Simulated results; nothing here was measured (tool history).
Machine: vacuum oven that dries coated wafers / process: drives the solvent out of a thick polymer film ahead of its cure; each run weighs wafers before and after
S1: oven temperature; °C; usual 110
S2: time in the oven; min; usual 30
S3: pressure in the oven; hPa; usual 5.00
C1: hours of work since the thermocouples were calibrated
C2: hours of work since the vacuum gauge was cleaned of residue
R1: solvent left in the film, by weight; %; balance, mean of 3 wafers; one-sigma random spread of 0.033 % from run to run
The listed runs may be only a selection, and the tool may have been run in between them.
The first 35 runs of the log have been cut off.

Run 36, hour 490.8: usual settings but S1 122 °C, S2 20 min, S3 3.93 hPa; C1 822; C2 39. Result: R1 1.00 %.
Run 37, hour 508.0: usual settings but S1 124 °C, S2 19 min, S3 13.61 hPa; C1 831; C2 48. Result: R1 1.13 %.
Run 38, hour 517.5: usual settings but S1 124 °C, S2 19 min, S3 13.61 hPa; C1 836; C2 53. Result: R1 1.12 %.
Run 39, hour 527.8: usual settings but S1 108 °C; C1 842; C2 58. Result: R1 2.26 %.
Run 40, hour 545.6: usual settings but S1 108 °C; C1 851; C2 68. Result: R1 2.24 %.
Run 41, hour 563.8: usual settings but S1 108 °C, S2 38 min, S3 2.82 hPa; C1 861; C2 77. Result: R1 1.48 %.
Run 42, hour 583.2: usual settings but S1 112 °C, S2 45 min; C1 871; C2 87. Result: R1 0.70 %.
Run 43, hour 597.5: usual settings but S1 117 °C, S2 19 min, S3 16.25 hPa; C1 878; C2 95. Result: R1 2.24 %.
Run 44, hour 616.4: usual settings but S1 109 °C, S2 22 min; C1 888; C2 105. Result: R1 3.08 %.
Run 45, hour 624.6: usual settings but S1 122 °C, S3 14.48 hPa; C1 892; C2 109. Result: R1 0.74 %.
Run 46, hour 637.0: usual settings but S1 101 °C, S2 26 min, S3 8.70 hPa; C1 899; C2 116. Result: R1 4.56 %.
Run 47, hour 650.7: usual settings but S1 101 °C, S2 20 min, S3 19.38 hPa; C1 906; C2 123. Result: R1 5.91 %.

4 ways to go on from here, each from the tool as it stands after run 47. What would each give?
Run A, hour 666.3: usual settings but S1 100 °C; C1 914; C2 131. Result: R1 ?.
Run B, hour 666.3: usual settings but S1 122 °C, S2 27 min, S3 2.94 hPa; C1 914; C2 131. Result: R1 ?.
Run C, hour 666.3: usual settings but S1 108 °C, S2 26 min, S3 19.38 hPa; C1 914; C2 131. Result: R1 ?.
Run D, hour 666.3: usual settings but S1 107 °C, S2 43 min; C1 914; C2 131. Result: R1 ?.

run    R1
  A  4.04
  B  0.47
  C  3.26
  D  1.42
What these runs would have given with no unlogged condition in the tool:
run    R1
  A  4.33
  B  0.54
  C  3.53
  D  1.61
